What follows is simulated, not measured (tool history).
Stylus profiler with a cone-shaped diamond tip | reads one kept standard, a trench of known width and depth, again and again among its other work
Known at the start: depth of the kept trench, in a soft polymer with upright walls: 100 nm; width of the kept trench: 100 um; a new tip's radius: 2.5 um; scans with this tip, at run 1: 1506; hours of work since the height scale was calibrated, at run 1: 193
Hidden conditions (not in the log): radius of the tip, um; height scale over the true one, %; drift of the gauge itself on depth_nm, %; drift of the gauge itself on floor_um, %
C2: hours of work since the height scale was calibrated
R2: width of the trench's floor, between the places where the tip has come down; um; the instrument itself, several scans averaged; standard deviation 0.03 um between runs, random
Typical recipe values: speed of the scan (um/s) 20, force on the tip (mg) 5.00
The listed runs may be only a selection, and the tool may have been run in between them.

Run 1, hour 0.0: usual settings; scans with this tip 1506; C2 193. Result: depth of the trench (Å) 1019.6, R2 98.27 um.
Run 2, hour 32.0: usual settings; scans with this tip 1692; C2 217. Result: depth of the trench (Å) 1019.4, R2 98.23 um.
Run 3, hour 83.4: usual settings but force on the tip (mg) 1.95; scans with this tip 1992; C2 255. Result: depth of the trench (Å) 1011.3, R2 98.28 um.
Run 4, hour 113.4: usual settings but force on the tip (mg) 1.95; scans with this tip 2167; C2 277. Result: depth of the trench (Å) 1012.0, R2 98.20 um.
Run 5, hour 140.0: usual settings but force on the tip (mg) 4.69; scans with this tip 2322; C2 297. Result: depth of the trench (Å) 1019.3, R2 98.25 um.
Run 6, hour 169.7: usual settings but speed of the scan (um/s) 6, force on the tip (mg) 3.54; scans with this tip 2494; C2 319. Result: depth of the trench (Å) 1016.7, R2 98.25 um.
Run 7, hour 220.7: usual settings but speed of the scan (um/s) 12, force on the tip (mg) 9.18; scans with this tip 2792; C2 357. Result: depth of the trench (Å) 1030.0, R2 98.27 um.
Run 8, hour 246.9: usual settings but speed of the scan (um/s) 8, force on the tip (mg) 2.25; scans with this tip 2945; C2 377. Result: depth of the trench (Å) 1012.9, R2 98.24 um.
Run 9, hour 275.9: usual settings but speed of the scan (um/s) 64, force on the tip (mg) 2.28; scans with this tip 3113; C2 398. Result: depth of the trench (Å) 1012.8, R2 97.94 um.
Run 10, hour 315.1: usual settings but speed of the scan (um/s) 14, force on the tip (mg) 7.66; scans with this tip 3342; C2 428. Result: depth of the trench (Å) 1027.0, R2 98.19 um.

Below are 3 alternative next runs, each starting from the tool's condition after run 10. Predict each:
Run A, hour 351.8: usual settings but speed of the scan (um/s) 66, force on the tip (mg) 7.66; scans with this tip 3556; C2 455. Result: depth of the trench (Å) ?, R2 ?.
Run B, hour 351.8: usual settings but speed of the scan (um/s) 6, force on the tip (mg) 2.47; scans with this tip 3556; C2 455. Result: depth of the trench (Å) ?, R2 ?.
Run C, hour 351.8: usual settings but force on the tip (mg) 6.44; scans with this tip 3556; C2 455. Result: depth of the trench (Å) ?, R2 ?.

run  depth of the trench (Å)     R2
  A                   1027.7  98.05
  B                   1014.0  98.16
  C                   1024.2  98.13
The same runs, with their run-to-run variation unchanged, on a tool lacking any hidden condition would have given:
run  depth of the trench (Å)     R2
  A                   1025.3  98.46
  B                   1011.7  98.57
  C                   1021.8  98.54

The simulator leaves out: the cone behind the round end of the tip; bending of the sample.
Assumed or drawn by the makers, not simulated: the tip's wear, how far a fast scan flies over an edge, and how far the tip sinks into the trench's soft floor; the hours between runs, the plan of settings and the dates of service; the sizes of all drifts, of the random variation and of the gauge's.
